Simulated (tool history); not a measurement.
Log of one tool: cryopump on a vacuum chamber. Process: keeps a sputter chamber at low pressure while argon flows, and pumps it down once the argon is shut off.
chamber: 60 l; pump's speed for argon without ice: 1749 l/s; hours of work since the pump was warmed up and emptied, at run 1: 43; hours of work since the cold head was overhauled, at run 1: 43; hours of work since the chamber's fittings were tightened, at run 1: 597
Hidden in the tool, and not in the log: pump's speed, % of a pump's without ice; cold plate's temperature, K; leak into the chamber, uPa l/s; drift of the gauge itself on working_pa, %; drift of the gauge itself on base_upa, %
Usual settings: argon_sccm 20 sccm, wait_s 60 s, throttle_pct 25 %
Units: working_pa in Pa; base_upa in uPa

| run | hour | argon_sccm | wait_s | throttle_pct | hours of work since the pump was warmed up and emptied | hours of work since the cold head was overhauled | hours of work since the chamber's fittings were tightened | working_pa | base_upa |
|---|---|---|---|---|---|---|---|---|---|
| 1 | 0 | 20 | 60 | 25 | 43 | 43 | 597 | 0.0787 | 1.58 |
| 2 | 21.7 | 10 | 60 | 25 | 53 | 53 | 607 | 0.039 | 1.59 |
| 3 | 38 | 10 | 60 | 25 | 61 | 61 | 615 | 0.0388 | 1.66 |
| 4 | 58.3 | 20 | 60 | 25 | 70 | 70 | 624 | 0.0779 | 1.63 |
| 5 | 90.6 | 37 | 60 | 25 | 85 | 85 | 639 | 0.145 | 1.66 |
| 6 | 110.5 | 37 | 60 | 25 | 94 | 94 | 648 | 0.1443 | 1.64 |
| 7 | 134.6 | 20 | 60 | 25 | 105 | 105 | 659 | 0.0774 | 1.67 |
| 8 | 159.3 | 20 | 60 | 25 | 116 | 116 | 670 | 0.0793 | 1.66 |
| 9 | 177.2 | 20 | 25 | 25 | 124 | 124 | 678 | 0.0779 | 3.27 |
| 10 | 208.2 | 20 | 60 | 25 | 139 | 139 | 693 | 0.0775 | 1.66 |
| 11 | 242.7 | 9 | 24 | 25 | 154 | 154 | 708 | 0.0353 | 3.55 |
| 12 | 271.2 | 16 | 232 | 25 | 168 | 168 | 722 | 0.0628 | 0.82 |
| 13 | 310.4 | 16 | 232 | 25 | 186 | 186 | 740 | 0.0635 | 0.78 |
| 14 | 344 | 18 | 60 | 17 | 201 | 201 | 755 | 0.1039 | 1.7 |
| 15 | 361.7 | 10 | 161 | 34 | 209 | 209 | 763 | 0.0289 | 0.93 |
| 16 | 401 | 14 | 31 | 27 | 227 | 227 | 781 | 0.0514 | 2.78 |
| 17 | 430.1 | 14 | 31 | 27 | 240 | 240 | 794 | 0.0524 | 2.92 |
| 18 | 468.3 | 14 | 31 | 27 | 258 | 258 | 812 | 0.0505 | 2.89 |
| 19 | 502.1 | 14 | 31 | 27 | 273 | 273 | 827 | 0.0519 | 2.87 |
| 20 | 538.9 | 14 | 31 | 27 | 290 | 290 | 844 | 0.0503 | 2.88 |

Hidden state or all else? Some run-to-run changes of working_pa, split into what the settings, what came in and random variation would give without the hidden state, and what is left for the hidden state (with any gauge scatter that isn't in both results):
Run 4 -> 5: argon_sccm 20 -> 37. working_pa +0.0671 Pa: hidden state +0.0008, all else +0.0663.
Run 6 -> 7: argon_sccm 37 -> 20. working_pa -0.0669 Pa: hidden state -0.0007, all else -0.0662.
Run 14 -> 15: argon_sccm 18 -> 10, wait_s 60 -> 161, throttle_pct 17 -> 34. working_pa -0.075 Pa: hidden state -0.0006, all else -0.0744.
